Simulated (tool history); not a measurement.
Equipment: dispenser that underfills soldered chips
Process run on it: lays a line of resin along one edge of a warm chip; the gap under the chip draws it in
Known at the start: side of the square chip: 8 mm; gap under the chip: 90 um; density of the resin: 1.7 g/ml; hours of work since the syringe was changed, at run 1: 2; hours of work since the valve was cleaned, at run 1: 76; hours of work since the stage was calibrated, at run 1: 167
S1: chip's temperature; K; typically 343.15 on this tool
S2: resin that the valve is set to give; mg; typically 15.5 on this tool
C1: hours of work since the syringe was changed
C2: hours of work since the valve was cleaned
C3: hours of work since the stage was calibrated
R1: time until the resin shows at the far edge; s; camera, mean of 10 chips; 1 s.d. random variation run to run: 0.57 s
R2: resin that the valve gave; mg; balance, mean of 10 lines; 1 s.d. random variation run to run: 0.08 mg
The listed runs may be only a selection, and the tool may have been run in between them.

run	day	S1	S2	C1	C2	C3	R1	R2
1	0.000	343.15	15.5	2	76	167	51.5	14.69
# day 0.212: new syringe of resin
2	0.362	343.15	15.5	3	83	174	53.2	14.63
# day 0.521: new syringe of resin
3	0.733	352.15	15.5	4	89	180	37.2	14.52
# day 0.833: new syringe of resin
4	1.092	352.15	15.2	5	96	187	38.5	14.26
# day 1.146: new syringe of resin
# day 1.450: new syringe of resin
# day 1.525: dispensing valve cleaned and set on the balance
5	1.654	352.15	15.2	3	2	196	36.1	15.13
# day 1.808: new syringe of resin
# day 2.133: new syringe of resin
6	2.158	352.15	15.2	0	11	205	32.9	15.21
# day 2.467: new syringe of resin
# day 2.779: new syringe of resin
7	2.808	343.15	15.5	1	23	216	49.3	15.21
# day 3.096: new syringe of resin
8	3.288	343.15	16.0	4	31	225	55.4	15.53
# day 3.400: new syringe of resin
9	3.583	343.15	16.0	3	37	230	54.8	15.55
# day 3.717: new syringe of resin
10	3.883	343.15	16.0	3	42	235	54.7	15.62
# day 4.038: new syringe of resin
11	4.221	343.15	16.0	3	48	241	53.2	15.40
# day 4.371: new syringe of resin
12	4.600	343.15	16.0	4	55	248	55.0	15.33
# day 4.700: new syringe of resin
# day 5.017: new syringe of resin
13	5.192	343.15	16.0	3	65	259	53.8	15.21
# day 5.362: new syringe of resin
# day 5.658: new syringe of resin
14	5.767	343.15	15.5	2	75	269	51.0	14.71
# day 5.954: new syringe of resin
15	6.138	343.15	15.5	3	82	275	55.1	14.68
# day 6.258: new syringe of resin
# day 6.558: new syringe of resin
16	6.679	343.15	15.5	2	91	285	52.7	14.46
# day 6.879: new syringe of resin
17	6.954	340.15	17.9	1	96	290	56.5	16.77
# day 7.183: new syringe of resin
# day 7.333: dispensing valve cleaned and set on the balance
18	7.425	340.15	17.9	4	2	298	61.0	17.87
# day 7.546: new syringe of resin
# day 7.871: new syringe of resin
19	8.046	340.15	17.9	3	13	309	61.6	17.74
# day 8.167: new syringe of resin
# day 8.467: new syringe of resin
20	8.654	343.15	14.6	3	23	319	52.6	14.30
# day 8.779: new syringe of resin
21	8.967	343.15	14.6	3	29	325	54.8	14.33
# day 9.088: new syringe of resin
# day 9.425: new syringe of resin
22	9.500	352.15	14.2	1	38	334	32.9	13.72
# day 9.742: new syringe of resin
23	9.875	352.15	13.9	2	45	341	34.6	13.39
# day 10.083: new syringe of resin
24	10.308	348.15	19.9	4	53	349	42.7	19.18
# day 10.429: new syringe of resin
25	10.675	332.15	13.2	5	59	355	98.7	12.66
# day 10.733: new syringe of resin
# day 11.038: new syringe of resin
26	11.038	347.15	13.5	0	66	362	39.4	12.85
# day 11.371: new syringe of resin
27	11.642	355.15	17.4	5	77	372	32.0	16.29
# day 11.688: new syringe of resin
# day 12.004: new syringe of resin
28	12.208	355.15	17.4	4	87	382	31.3	16.35
# day 12.312: new syringe of resin
# day 12.638: new syringe of resin
29	12.642	329.15	16.5	0	94	390	94.8	15.39
# day 12.942: new syringe of resin
# day 13.146: dispensing valve cleaned and set on the balance
30	13.179	358.15	19.4	4	1	399	26.3	19.24
# day 13.333: new syringe of resin
31	13.454	358.15	19.4	2	5	404	25.8	19.18
# day 13.658: new syringe of resin
32	13.829	341.15	16.7	3	12	410	56.5	16.52

Subtracting, for every run, the result it would have given without the tool's unlogged condition from the measured result gives the following. The same run-to-run variation enters both numbers; the gauge's scatter may not:
Unlogged tool condition in this case: resin's viscosity, % of fresh resin's; dose that the valve gives, % of what is set; true chip temperature over the reading, C; drift of the gauge itself on fill_s, %; drift of the gauge itself on given_mg, %.
run	R1	R2
1	+4.1	-0.80
2	+5.0	-0.88
3	+5.3	-0.95
4	+7.0	-1.00
5	+3.6	-0.02
6	-0.1	-0.11
7	+0.3	-0.25
8	+6.1	-0.36
9	+6.7	-0.42
10	+6.2	-0.46
11	+5.9	-0.53
12	+7.0	-0.60
13	+5.5	-0.72
14	+2.9	-0.81
15	+6.0	-0.89
16	+3.7	-0.99
17	+2.0	-1.21
18	+5.8	-0.02
19	+6.4	-0.16
20	+4.3	-0.24
21	+6.0	-0.30
22	+1.1	-0.38
23	+2.8	-0.44
24	+5.1	-0.74
25	+13.0	-0.55
26	-1.3	-0.63
27	+5.3	-0.93
28	+4.0	-1.06
29	-1.5	-1.09
30	+2.7	-0.03
31	+1.4	-0.09
32	+4.6	-0.15
